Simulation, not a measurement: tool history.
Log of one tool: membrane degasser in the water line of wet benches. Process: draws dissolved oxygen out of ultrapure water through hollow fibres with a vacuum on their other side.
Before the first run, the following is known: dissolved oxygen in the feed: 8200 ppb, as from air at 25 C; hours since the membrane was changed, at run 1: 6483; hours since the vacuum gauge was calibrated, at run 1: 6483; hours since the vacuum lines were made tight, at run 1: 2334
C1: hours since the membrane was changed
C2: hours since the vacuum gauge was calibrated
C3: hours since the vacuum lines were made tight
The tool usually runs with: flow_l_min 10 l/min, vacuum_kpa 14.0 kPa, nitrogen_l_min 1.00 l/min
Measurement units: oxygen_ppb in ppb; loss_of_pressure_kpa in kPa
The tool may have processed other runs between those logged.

{"run": 1, "hour": 0.0, "flow_l_min": 10, "vacuum_kpa": 14.0, "nitrogen_l_min": 1.0, "C1": 6483, "C2": 6483, "C3": 2334, "oxygen_ppb": 384.9, "loss_of_pressure_kpa": 34.67}
{"run": 2, "hour": 219.9, "flow_l_min": 10, "vacuum_kpa": 14.0, "nitrogen_l_min": 1.0, "C1": 6703, "C2": 6703, "C3": 2554, "oxygen_ppb": 377.8, "loss_of_pressure_kpa": 34.91}
{"run": 3, "hour": 392.0, "flow_l_min": 10, "vacuum_kpa": 14.0, "nitrogen_l_min": 0.59, "C1": 6875, "C2": 6875, "C3": 2726, "oxygen_ppb": 536.0, "loss_of_pressure_kpa": 34.91}
{"run": 4, "hour": 509.7, "flow_l_min": 10, "vacuum_kpa": 14.0, "nitrogen_l_min": 0.59, "C1": 6993, "C2": 6993, "C3": 2843, "oxygen_ppb": 528.6, "loss_of_pressure_kpa": 34.8}
{"run": 5, "hour": 728.7, "flow_l_min": 10, "vacuum_kpa": 19.5, "nitrogen_l_min": 1.0, "C1": 7212, "C2": 7212, "C3": 3062, "oxygen_ppb": 514.1, "loss_of_pressure_kpa": 34.96}
{"run": 6, "hour": 847.2, "flow_l_min": 10, "vacuum_kpa": 19.5, "nitrogen_l_min": 1.0, "C1": 7330, "C2": 7330, "C3": 3181, "oxygen_ppb": 504.5, "loss_of_pressure_kpa": 34.65}
{"run": 7, "hour": 1039.8, "flow_l_min": 14, "vacuum_kpa": 19.5, "nitrogen_l_min": 1.0, "C1": 7523, "C2": 7523, "C3": 3373, "oxygen_ppb": 792.7, "loss_of_pressure_kpa": 48.98}
{"run": 8, "hour": 1198.3, "flow_l_min": 10, "vacuum_kpa": 14.0, "nitrogen_l_min": 1.0, "C1": 7681, "C2": 7681, "C3": 3532, "oxygen_ppb": 395.9, "loss_of_pressure_kpa": 35.3}
{"run": 9, "hour": 1361.6, "flow_l_min": 11, "vacuum_kpa": 14.0, "nitrogen_l_min": 1.0, "C1": 7845, "C2": 7845, "C3": 3695, "oxygen_ppb": 454.3, "loss_of_pressure_kpa": 38.7}
{"hour": 1478.1, "done": "vacuum gauge calibrated"}
{"hour": 1550.2, "done": "seals of the vacuum lines changed"}
{"run": 10, "hour": 1613.2, "flow_l_min": 10, "vacuum_kpa": 14.0, "nitrogen_l_min": 1.0, "C1": 8094, "C2": 133, "C3": 63, "oxygen_ppb": 377.2, "loss_of_pressure_kpa": 35.01}
{"hour": 1691.9, "done": "membrane cartridge changed"}
{"run": 11, "hour": 1837.7, "flow_l_min": 10, "vacuum_kpa": 14.0, "nitrogen_l_min": 1.0, "C1": 146, "C2": 354, "C3": 283, "oxygen_ppb": 339.6, "loss_of_pressure_kpa": 32.56}
{"run": 12, "hour": 2012.5, "flow_l_min": 10, "vacuum_kpa": 14.0, "nitrogen_l_min": 1.0, "C1": 321, "C2": 528, "C3": 458, "oxygen_ppb": 345.0, "loss_of_pressure_kpa": 32.67}
{"run": 13, "hour": 2230.5, "flow_l_min": 10, "vacuum_kpa": 14.0, "nitrogen_l_min": 1.0, "C1": 539, "C2": 746, "C3": 676, "oxygen_ppb": 342.1, "loss_of_pressure_kpa": 32.29}
{"run": 14, "hour": 2392.8, "flow_l_min": 10, "vacuum_kpa": 8.7, "nitrogen_l_min": 1.0, "C1": 701, "C2": 909, "C3": 839, "oxygen_ppb": 226.6, "loss_of_pressure_kpa": 32.68}
{"run": 15, "hour": 2547.4, "flow_l_min": 10, "vacuum_kpa": 14.0, "nitrogen_l_min": 1.0, "C1": 855, "C2": 1063, "C3": 993, "oxygen_ppb": 346.0, "loss_of_pressure_kpa": 32.61}
{"run": 16, "hour": 2677.4, "flow_l_min": 10, "vacuum_kpa": 14.0, "nitrogen_l_min": 1.0, "C1": 986, "C2": 1193, "C3": 1123, "oxygen_ppb": 348.1, "loss_of_pressure_kpa": 32.77}
{"run": 17, "hour": 2868.6, "flow_l_min": 10, "vacuum_kpa": 14.0, "nitrogen_l_min": 1.0, "C1": 1177, "C2": 1385, "C3": 1314, "oxygen_ppb": 354.9, "loss_of_pressure_kpa": 32.81}
{"run": 18, "hour": 3069.4, "flow_l_min": 7, "vacuum_kpa": 25.1, "nitrogen_l_min": 2.03, "C1": 1378, "C2": 1585, "C3": 1515, "oxygen_ppb": 217.8, "loss_of_pressure_kpa": 22.99}
{"run": 19, "hour": 3248.0, "flow_l_min": 12, "vacuum_kpa": 18.3, "nitrogen_l_min": 0.73, "C1": 1556, "C2": 1764, "C3": 1694, "oxygen_ppb": 694.5, "loss_of_pressure_kpa": 39.34}
{"run": 20, "hour": 3367.7, "flow_l_min": 12, "vacuum_kpa": 18.3, "nitrogen_l_min": 0.73, "C1": 1676, "C2": 1884, "C3": 1813, "oxygen_ppb": 703.1, "loss_of_pressure_kpa": 39.58}
{"run": 21, "hour": 3509.9, "flow_l_min": 12, "vacuum_kpa": 18.3, "nitrogen_l_min": 0.73, "C1": 1818, "C2": 2026, "C3": 1956, "oxygen_ppb": 699.1, "loss_of_pressure_kpa": 39.43}
{"run": 22, "hour": 3637.7, "flow_l_min": 7, "vacuum_kpa": 14.0, "nitrogen_l_min": 1.0, "C1": 1946, "C2": 2154, "C3": 2084, "oxygen_ppb": 221.6, "loss_of_pressure_kpa": 23.11}
{"run": 23, "hour": 3902.2, "flow_l_min": 15, "vacuum_kpa": 14.0, "nitrogen_l_min": 0.86, "C1": 2210, "C2": 2418, "C3": 2348, "oxygen_ppb": 695.4, "loss_of_pressure_kpa": 49.56}
{"run": 24, "hour": 4133.7, "flow_l_min": 10, "vacuum_kpa": 17.8, "nitrogen_l_min": 1.14, "C1": 2442, "C2": 2650, "C3": 2580, "oxygen_ppb": 407.9, "loss_of_pressure_kpa": 33.24}
{"run": 25, "hour": 4396.1, "flow_l_min": 9, "vacuum_kpa": 10.9, "nitrogen_l_min": 1.0, "C1": 2704, "C2": 2912, "C3": 2842, "oxygen_ppb": 247.6, "loss_of_pressure_kpa": 29.77}
{"run": 26, "hour": 4577.5, "flow_l_min": 9, "vacuum_kpa": 10.9, "nitrogen_l_min": 1.0, "C1": 2886, "C2": 3093, "C3": 3023, "oxygen_ppb": 248.1, "loss_of_pressure_kpa": 30.21}
{"run": 27, "hour": 4767.2, "flow_l_min": 10, "vacuum_kpa": 32.9, "nitrogen_l_min": 1.96, "C1": 3075, "C2": 3283, "C3": 3213, "oxygen_ppb": 478.0, "loss_of_pressure_kpa": 33.26}
{"run": 28, "hour": 4900.0, "flow_l_min": 9, "vacuum_kpa": 20.5, "nitrogen_l_min": 1.0, "C1": 3208, "C2": 3416, "C3": 3346, "oxygen_ppb": 445.1, "loss_of_pressure_kpa": 29.85}
{"run": 29, "hour": 5086.8, "flow_l_min": 8, "vacuum_kpa": 14.0, "nitrogen_l_min": 2.35, "C1": 3395, "C2": 3603, "C3": 3533, "oxygen_ppb": 151.7, "loss_of_pressure_kpa": 27.16}
{"run": 30, "hour": 5271.8, "flow_l_min": 8, "vacuum_kpa": 14.0, "nitrogen_l_min": 1.01, "C1": 3580, "C2": 3788, "C3": 3718, "oxygen_ppb": 274.8, "loss_of_pressure_kpa": 27.1}
{"hour": 5422.6, "done": "seals of the vacuum lines changed"}
{"run": 31, "hour": 5532.9, "flow_l_min": 10, "vacuum_kpa": 14.0, "nitrogen_l_min": 2.37, "C1": 3839, "C2": 4047, "C3": 110, "oxygen_ppb": 225.8, "loss_of_pressure_kpa": 33.6}
{"run": 32, "hour": 5687.0, "flow_l_min": 10, "vacuum_kpa": 14.0, "nitrogen_l_min": 2.37, "C1": 3993, "C2": 4201, "C3": 264, "oxygen_ppb": 222.1, "loss_of_pressure_kpa": 33.55}
{"run": 33, "hour": 5809.0, "flow_l_min": 14, "vacuum_kpa": 9.0, "nitrogen_l_min": 0.56, "C1": 4115, "C2": 4323, "C3": 386, "oxygen_ppb": 566.0, "loss_of_pressure_kpa": 47.24}

Here are 3 independent what-if runs from the current tool condition. What would each one return?
{"run": "A", "hour": 6085.6, "flow_l_min": 6, "vacuum_kpa": 14.1, "nitrogen_l_min": 1.6, "C1": 4392, "C2": 4600, "C3": 663, "oxygen_ppb": "?", "loss_of_pressure_kpa": "?"}
{"run": "B", "hour": 6085.6, "flow_l_min": 10, "vacuum_kpa": 27.7, "nitrogen_l_min": 1.0, "C1": 4392, "C2": 4600, "C3": 663, "oxygen_ppb": "?", "loss_of_pressure_kpa": "?"}
{"run": "C", "hour": 6085.6, "flow_l_min": 14, "vacuum_kpa": 9.0, "nitrogen_l_min": 0.53, "C1": 4392, "C2": 4600, "C3": 663, "oxygen_ppb": "?", "loss_of_pressure_kpa": "?"}

run=A oxygen_ppb=123.3 loss_of_pressure_kpa=20.62
run=B oxygen_ppb=665.5 loss_of_pressure_kpa=33.86
run=C oxygen_ppb=605.9 loss_of_pressure_kpa=47.60
Stripped of hidden state, with their random variation kept, the same runs would have yielded:
run=A oxygen_ppb=114.1 loss_of_pressure_kpa=19.69
run=B oxygen_ppb=635.3 loss_of_pressure_kpa=32.32
run=C oxygen_ppb=554.2 loss_of_pressure_kpa=45.44
